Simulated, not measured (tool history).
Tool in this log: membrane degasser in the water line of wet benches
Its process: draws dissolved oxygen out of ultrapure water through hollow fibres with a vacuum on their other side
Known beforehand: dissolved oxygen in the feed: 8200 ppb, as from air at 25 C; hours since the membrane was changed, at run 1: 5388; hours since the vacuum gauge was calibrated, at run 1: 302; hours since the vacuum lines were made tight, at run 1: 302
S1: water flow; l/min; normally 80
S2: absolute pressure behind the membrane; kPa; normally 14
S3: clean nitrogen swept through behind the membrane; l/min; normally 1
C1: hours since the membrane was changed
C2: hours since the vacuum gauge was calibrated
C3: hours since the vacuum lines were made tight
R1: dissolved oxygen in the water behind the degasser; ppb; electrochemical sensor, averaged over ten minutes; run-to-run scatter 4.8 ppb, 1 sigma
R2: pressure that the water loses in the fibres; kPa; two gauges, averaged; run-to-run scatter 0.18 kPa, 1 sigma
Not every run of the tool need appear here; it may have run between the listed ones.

run     day  S1    S2    S3    C1    C2    C3      R1     R2
  1       0  80    14     1  5388   302   302  1395.4  35.39
  2   4.179  96    14     1  5488   403   403    1564  42.58
  3   8.446  80    14     1  5590   505   505    1381  34.92
  4  14.104  80    14     1  5726   641   641  1378.3  35.27
  5  17.288  80    14  1.35  5802   717   717  1162.6  35.52
  6  21.312  80    14  1.35  5899   814   814  1155.9   35.5
  7  26.138  80    14     1  6015   930   930  1388.1  35.47
  8  30.758  80    14     1  6126  1041  1041  1382.9  35.25
  9  36.208  80    14     1  6256  1171  1171  1374.9  35.45
 10  39.158  80    14     1  6327  1242  1242  1370.6  35.27
 11  42.575  80    14  0.49  6409  1324  1324  1986.5  35.26
 12  47.579  80    14  0.49  6529  1444  1444  1983.5  35.13
 13  53.108  80  17.1  0.49  6662  1577  1577    2404  35.49
 14  58.067  60  19.1   0.6  6781  1696  1696  2070.2   26.4
 15  63.096  60  34.7   0.6  6902  1817  1817  3421.2  26.24
 16   68.05  80    14  2.94  7021  1936  1936   703.3  35.67
 17  72.146  50   8.7     1  7119  2034  2034   547.2   22.1
 18  74.662  50   8.7     1  7179  2094  2094   543.8  22.14

Predict the results of run 19:
 19  80.188  53  15  0.46  7312  2227  2227   ?   ?

R1: 1749.1 ppb
R2: 23.22 kPa
With no hidden state in the tool, this same run would have given R1 1748.9 ppb, R2 23.21 kPa.
